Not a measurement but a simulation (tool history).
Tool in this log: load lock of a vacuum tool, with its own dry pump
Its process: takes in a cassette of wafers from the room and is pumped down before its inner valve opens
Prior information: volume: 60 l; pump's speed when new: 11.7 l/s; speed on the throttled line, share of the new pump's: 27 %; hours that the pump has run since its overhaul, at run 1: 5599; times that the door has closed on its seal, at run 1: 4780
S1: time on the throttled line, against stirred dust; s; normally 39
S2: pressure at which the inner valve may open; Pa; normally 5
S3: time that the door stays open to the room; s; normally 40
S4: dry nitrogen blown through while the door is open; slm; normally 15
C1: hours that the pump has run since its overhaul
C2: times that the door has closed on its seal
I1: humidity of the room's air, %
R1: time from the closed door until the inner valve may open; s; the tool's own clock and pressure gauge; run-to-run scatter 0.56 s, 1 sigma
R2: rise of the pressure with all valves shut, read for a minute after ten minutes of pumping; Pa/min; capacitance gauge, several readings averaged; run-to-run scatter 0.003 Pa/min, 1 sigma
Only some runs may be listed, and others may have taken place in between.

run 1 hour=0.0 | S1=39 S2=5 S3=40 S4=15 | C1=5599 C2=4780 | I1=45.9 | R1=84.8 R2=0.024
run 2 hour=304.9 | S1=39 S2=5 S3=40 S4=15 | C1=5904 C2=6174 | I1=41.7 | R1=85.0 R2=0.028
run 3 hour=588.2 | S1=40 S2=5 S3=40 S4=15 | C1=6188 C2=7470 | I1=47.8 | R1=85.5 R2=0.037
run 4 hour=793.0 | S1=40 S2=5 S3=40 S4=15 | C1=6392 C2=8406 | I1=44.3 | R1=85.3 R2=0.038
run 5 hour=1076.7 | S1=40 S2=5 S3=40 S4=15 | C1=6676 C2=9703 | I1=43.9 | R1=84.4 R2=0.040
run 6 hour=1486.8 | S1=40 S2=5 S3=40 S4=15 | C1=7086 C2=11578 | I1=47.0 | R1=86.2 R2=0.046
run 7 hour=1819.7 | S1=40 S2=5 S3=63 S4=15 | C1=7419 C2=13100 | I1=43.8 | R1=86.0 R2=0.057
run 8 hour=2017.3 | S1=39 S2=8 S3=40 S4=15 | C1=7617 C2=14004 | I1=43.3 | R1=82.4 R2=0.052
run 9 hour=2322.6 | S1=39 S2=9 S3=40 S4=15 | C1=7922 C2=15400 | I1=41.4 | R1=81.4 R2=0.051
run 10 hour=2585.9 | S1=39 S2=9 S3=40 S4=15 | C1=8185 C2=16603 | I1=47.2 | R1=82.7 R2=0.058
run 11 hour=2768.4 | S1=39 S2=9 S3=40 S4=15 | C1=8368 C2=17438 | I1=41.3 | R1=82.6 R2=0.067
run 12 hour=3038.6 | S1=39 S2=9 S3=40 S4=15 | C1=8638 C2=18673 | I1=44.6 | R1=83.2 R2=0.072
run 13 hour=3400.1 | S1=39 S2=9 S3=40 S4=15 | C1=9000 C2=20326 | I1=47.7 | R1=82.5 R2=0.074
run 14 hour=3588.7 | S1=39 S2=9 S3=40 S4=15 | C1=9188 C2=21188 | I1=44.0 | R1=83.2 R2=0.076
run 15 hour=3896.6 | S1=39 S2=5 S3=40 S4=15 | C1=9496 C2=22596 | I1=43.8 | R1=87.3 R2=0.079
run 16 hour=4294.5 | S1=39 S2=5 S3=40 S4=15 | C1=9894 C2=24415 | I1=45.1 | R1=86.7 R2=0.093
run 17 hour=4662.8 | S1=39 S2=5 S3=40 S4=15 | C1=10262 C2=26099 | I1=45.5 | R1=87.5 R2=0.100
run 18 hour=4855.7 | S1=39 S2=5 S3=40 S4=15 | C1=10455 C2=26981 | I1=45.4 | R1=88.5 R2=0.102
run 19 hour=5071.4 | S1=78 S2=8 S3=53 S4=21 | C1=10671 C2=27967 | I1=42.6 | R1=111.7 R2=0.102
run 20 hour=5365.9 | S1=78 S2=8 S3=53 S4=21 | C1=10965 C2=29314 | I1=46.1 | R1=111.7 R2=0.116
run 21 hour=5782.8 | S1=78 S2=8 S3=53 S4=21 | C1=11382 C2=31220 | I1=42.1 | R1=111.9 R2=0.115
run 22 hour=6190.2 | S1=22 S2=5 S3=37 S4=15 | C1=11790 C2=33082 | I1=42.2 | R1=77.1 R2=0.127
run 23 hour=6498.4 | S1=22 S2=5 S3=37 S4=15 | C1=12098 C2=34492 | I1=43.2 | R1=78.8 R2=0.135
run 24 hour=6777.1 | S1=39 S2=5 S3=40 S4=18 | C1=12377 C2=35766 | I1=45.1 | R1=90.6 R2=0.139

Run 25, settings as shown, results not yet in. Your forecast:
run 25 hour=6962.6 | S1=39 S2=5 S3=40 S4=18 | C1=12562 C2=36614 | I1=45.2 | R1=? R2=?

Logged for run 25: R1 89.1 s, R2 0.143 Pa/min.
Had the tool carried no hidden state, the very same run would have given R1 79.0 s, R2 0.015 Pa/min.
